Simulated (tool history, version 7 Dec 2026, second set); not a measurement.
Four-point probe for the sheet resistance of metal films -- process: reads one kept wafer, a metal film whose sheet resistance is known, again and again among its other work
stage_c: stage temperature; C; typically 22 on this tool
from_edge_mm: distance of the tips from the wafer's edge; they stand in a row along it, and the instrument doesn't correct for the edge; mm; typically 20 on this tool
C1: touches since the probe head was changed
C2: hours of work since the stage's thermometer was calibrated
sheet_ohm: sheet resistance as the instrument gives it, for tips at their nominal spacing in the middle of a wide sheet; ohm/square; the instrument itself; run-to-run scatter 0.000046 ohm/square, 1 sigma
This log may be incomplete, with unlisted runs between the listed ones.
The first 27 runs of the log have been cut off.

run 28 day=16.529 | stage_c=22 from_edge_mm=7 | C1=40981 C2=46 | sheet_ohm=0.228993
run 29 day=17.233 | stage_c=32 from_edge_mm=14 | C1=41536 C2=59 | sheet_ohm=0.225705
run 30 day=17.979 | stage_c=28 from_edge_mm=10 | C1=42124 C2=72 | sheet_ohm=0.226917
run 31 day=18.638 | stage_c=19 from_edge_mm=62 | C1=42644 C2=83 | sheet_ohm=0.228696
run 32 day=19.500 | stage_c=25 from_edge_mm=35 | C1=43322 C2=98 | sheet_ohm=0.227220
run 33 day=20.325 | stage_c=33 from_edge_mm=15 | C1=43975 C2=112 | sheet_ohm=0.225553
run 34 day=20.779 | stage_c=22 from_edge_mm=12 | C1=44333 C2=120 | sheet_ohm=0.228235
run 35 day=21.200 | stage_c=22 from_edge_mm=19 | C1=44662 C2=128 | sheet_ohm=0.228121
run 36 day=21.629 | stage_c=24 from_edge_mm=4 | C1=45002 C2=135 | sheet_ohm=0.230431
run 37 day=22.292 | stage_c=24 from_edge_mm=4 | C1=45524 C2=147 | sheet_ohm=0.230497
run 38 day=23.067 | stage_c=22 from_edge_mm=15 | C1=46137 C2=160 | sheet_ohm=0.228099

Forecast each of these 5 alternatives for the next run:
run A day=23.729 | stage_c=25 from_edge_mm=22 | C1=46657 C2=172 | sheet_ohm=?
run B day=23.729 | stage_c=22 from_edge_mm=30 | C1=46657 C2=172 | sheet_ohm=?
run C day=23.729 | stage_c=22 from_edge_mm=4 | C1=46657 C2=172 | sheet_ohm=?
run D day=23.729 | stage_c=31 from_edge_mm=9 | C1=46657 C2=172 | sheet_ohm=?
run E day=23.729 | stage_c=22 from_edge_mm=45 | C1=46657 C2=172 | sheet_ohm=?

run=A sheet_ohm=0.227251
run=B sheet_ohm=0.227908
run=C sheet_ohm=0.231030
run=D sheet_ohm=0.226258
run=E sheet_ohm=0.227988
Without the tool's hidden state the same runs would have given:
run=A sheet_ohm=0.228596
run=B sheet_ohm=0.229257
run=C sheet_ohm=0.232396
run=D sheet_ohm=0.227597
run=E sheet_ohm=0.229338

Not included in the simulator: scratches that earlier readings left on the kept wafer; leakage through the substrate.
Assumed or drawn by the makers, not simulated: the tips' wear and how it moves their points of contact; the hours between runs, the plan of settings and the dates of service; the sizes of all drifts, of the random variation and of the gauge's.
